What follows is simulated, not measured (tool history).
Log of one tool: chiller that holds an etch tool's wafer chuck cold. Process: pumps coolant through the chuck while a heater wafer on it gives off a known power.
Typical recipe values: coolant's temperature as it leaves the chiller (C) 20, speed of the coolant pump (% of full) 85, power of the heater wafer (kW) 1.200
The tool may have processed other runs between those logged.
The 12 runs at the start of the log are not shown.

run,hour,coolant's temperature as it leaves the chiller (C),speed of the coolant pump (% of full),power of the heater wafer (kW),chuck's temperature once it has settled (K),how much warmer the coolant comes back (C)
13,1723.8,20,85,1.200,301.05,3.06
14,1872.3,20,85,0.602,297.05,1.53
15,1955.4,20,84,1.200,301.15,3.16
16,2077.4,20,85,1.200,301.25,3.05
# hour 2113.1: chiller's thermometer calibrated
17,2161.3,20,85,1.470,303.35,3.78
18,2304.8,20,85,1.470,303.45,3.84
19,2412.2,11,96,1.524,293.85,3.52
20,2516.8,13,85,1.221,294.65,3.22
21,2596.6,13,85,1.221,294.55,3.22
22,2719.5,25,73,0.888,305.15,2.77
23,2898.9,12,93,0.832,290.75,2.00
24,3015.2,12,93,0.832,290.65,2.04

What will run 25 give?
25,3099.8,13,71,0.608,?,?

{"run 25": {"chuck's temperature once it has settled (K)": 291.15, "how much warmer the coolant comes back (C)": 1.97}}
If the tool had no hidden condition, the same run with the same run-to-run variation would have returned chuck's temperature once it has settled (K) 290.05, how much warmer the coolant comes back (C) 1.61.
